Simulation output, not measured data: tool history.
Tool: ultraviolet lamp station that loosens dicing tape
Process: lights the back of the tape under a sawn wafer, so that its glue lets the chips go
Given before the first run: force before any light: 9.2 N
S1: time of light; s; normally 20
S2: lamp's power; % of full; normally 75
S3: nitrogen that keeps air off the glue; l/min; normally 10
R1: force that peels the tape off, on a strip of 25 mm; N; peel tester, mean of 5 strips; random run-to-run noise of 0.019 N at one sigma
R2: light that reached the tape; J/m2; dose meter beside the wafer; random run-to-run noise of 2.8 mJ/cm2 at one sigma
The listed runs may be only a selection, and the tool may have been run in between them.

run   hour  S1  S2  S3     R1    R2
  1      0  20  75  10   1.32  3120
  2   26.2  20  75   6  1.956  3090
  3   49.3  20  75  10  1.368  3080
  4   80.2  20  75  10  1.369  2970
  5   98.8  20  75  10  1.378  3040
  6  116.3  20  75  10  1.414  3030
  7    133  20  75  10   1.38  3040
  8  161.1  20  75  10  1.418  2960
  9  185.6  20  75  10  1.425  2950
 10  215.7  20  75  10   1.39  2910
 11  234.1  20  75  10  1.464  2900
 12  255.9  20  75  10  1.475  2920
 13  284.2  20  99  13  0.761  3820

Run 14 has not been measured yet. What should we expect?
 14  306.5  20  93   4   ?   ?

{"run 14": {"R1": 1.934, "R2": 3610}}
If the tool had no hidden condition, the same run with the same run-to-run variation would have returned R1 1.244 N, R2 4760 J/m2.
